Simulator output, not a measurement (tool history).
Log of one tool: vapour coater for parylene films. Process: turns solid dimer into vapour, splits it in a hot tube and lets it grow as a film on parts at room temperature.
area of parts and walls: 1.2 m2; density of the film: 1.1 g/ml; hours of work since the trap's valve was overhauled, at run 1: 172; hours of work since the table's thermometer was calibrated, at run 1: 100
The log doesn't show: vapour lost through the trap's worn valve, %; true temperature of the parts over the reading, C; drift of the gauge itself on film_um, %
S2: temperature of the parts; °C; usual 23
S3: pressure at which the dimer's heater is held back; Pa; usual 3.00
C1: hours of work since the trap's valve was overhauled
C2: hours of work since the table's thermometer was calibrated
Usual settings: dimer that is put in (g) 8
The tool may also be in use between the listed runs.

{"run": 1, "day": 0.0, "dimer that is put in (g)": 8, "S2": 23, "S3": 3.0, "C1": 172, "C2": 100, "thickness of the film (nm)": 3870}
{"run": 2, "day": 0.638, "dimer that is put in (g)": 8, "S2": 23, "S3": 3.0, "C1": 178, "C2": 106, "thickness of the film (nm)": 3860}
{"run": 3, "day": 1.275, "dimer that is put in (g)": 8, "S2": 23, "S3": 3.0, "C1": 184, "C2": 113, "thickness of the film (nm)": 3880}
{"run": 4, "day": 1.962, "dimer that is put in (g)": 8, "S2": 23, "S3": 3.0, "C1": 191, "C2": 119, "thickness of the film (nm)": 3890}
{"run": 5, "day": 2.617, "dimer that is put in (g)": 8, "S2": 23, "S3": 4.8, "C1": 198, "C2": 126, "thickness of the film (nm)": 3600}
{"run": 6, "day": 2.938, "dimer that is put in (g)": 8, "S2": 23, "S3": 3.0, "C1": 201, "C2": 129, "thickness of the film (nm)": 3830}
{"run": 7, "day": 3.512, "dimer that is put in (g)": 8, "S2": 23, "S3": 3.0, "C1": 207, "C2": 135, "thickness of the film (nm)": 3850}
{"run": 8, "day": 4.021, "dimer that is put in (g)": 8, "S2": 23, "S3": 3.0, "C1": 212, "C2": 140, "thickness of the film (nm)": 3860}
{"run": 9, "day": 4.55, "dimer that is put in (g)": 8, "S2": 23, "S3": 3.0, "C1": 217, "C2": 145, "thickness of the film (nm)": 3880}
{"run": 10, "day": 4.988, "dimer that is put in (g)": 8, "S2": 23, "S3": 3.0, "C1": 221, "C2": 149, "thickness of the film (nm)": 3870}
{"run": 11, "day": 5.462, "dimer that is put in (g)": 8, "S2": 23, "S3": 3.0, "C1": 226, "C2": 154, "thickness of the film (nm)": 3870}
{"run": 12, "day": 6.042, "dimer that is put in (g)": 8, "S2": 23, "S3": 3.0, "C1": 232, "C2": 160, "thickness of the film (nm)": 3860}
{"run": 13, "day": 6.646, "dimer that is put in (g)": 3, "S2": 23, "S3": 3.0, "C1": 238, "C2": 166, "thickness of the film (nm)": 1440}
{"run": 14, "day": 7.238, "dimer that is put in (g)": 3, "S2": 23, "S3": 3.0, "C1": 243, "C2": 172, "thickness of the film (nm)": 1400}
{"run": 15, "day": 7.804, "dimer that is put in (g)": 11, "S2": 23, "S3": 4.42, "C1": 249, "C2": 177, "thickness of the film (nm)": 4930}
{"run": 16, "day": 8.4, "dimer that is put in (g)": 13, "S2": 23, "S3": 4.03, "C1": 255, "C2": 183, "thickness of the film (nm)": 6010}
{"run": 17, "day": 8.804, "dimer that is put in (g)": 13, "S2": 23, "S3": 4.03, "C1": 259, "C2": 187, "thickness of the film (nm)": 5950}
{"run": 18, "day": 9.504, "dimer that is put in (g)": 13, "S2": 32, "S3": 4.03, "C1": 266, "C2": 194, "thickness of the film (nm)": 4890}
{"run": 19, "day": 9.929, "dimer that is put in (g)": 5, "S2": 16, "S3": 9.48, "C1": 270, "C2": 198, "thickness of the film (nm)": 2310}
{"run": 20, "day": 10.492, "dimer that is put in (g)": 6, "S2": 22, "S3": 9.48, "C1": 276, "C2": 204, "thickness of the film (nm)": 2400}
{"run": 21, "day": 11.192, "dimer that is put in (g)": 6, "S2": 18, "S3": 4.5, "C1": 282, "C2": 211, "thickness of the film (nm)": 3000}
{"run": 22, "day": 11.85, "dimer that is put in (g)": 6, "S2": 18, "S3": 4.5, "C1": 289, "C2": 217, "thickness of the film (nm)": 2980}
{"run": 23, "day": 12.279, "dimer that is put in (g)": 12, "S2": 22, "S3": 3.08, "C1": 293, "C2": 221, "thickness of the film (nm)": 5830}
{"run": 24, "day": 12.742, "dimer that is put in (g)": 4, "S2": 22, "S3": 5.05, "C1": 298, "C2": 226, "thickness of the film (nm)": 1800}
{"run": 25, "day": 13.138, "dimer that is put in (g)": 3, "S2": 19, "S3": 11.62, "C1": 302, "C2": 230, "thickness of the film (nm)": 1270}
{"run": 26, "day": 13.671, "dimer that is put in (g)": 3, "S2": 19, "S3": 11.62, "C1": 307, "C2": 235, "thickness of the film (nm)": 1240}

Some steps in thickness of the film (nm) between neighbouring runs. How much of each would the tool show without its hidden state too (settings, what came in, random variation), and how much is left for the hidden state, with any gauge scatter that isn't in both results?
Run 14 -> 15: dimer that is put in (g) 3 -> 11, S3 3.00 -> 4.42. thickness of the film (nm) +3530: hidden state -140, all else +3670.
Run 23 -> 24: dimer that is put in (g) 12 -> 4, S3 3.08 -> 5.05. thickness of the film (nm) -4030: hidden state +180, all else -4210.

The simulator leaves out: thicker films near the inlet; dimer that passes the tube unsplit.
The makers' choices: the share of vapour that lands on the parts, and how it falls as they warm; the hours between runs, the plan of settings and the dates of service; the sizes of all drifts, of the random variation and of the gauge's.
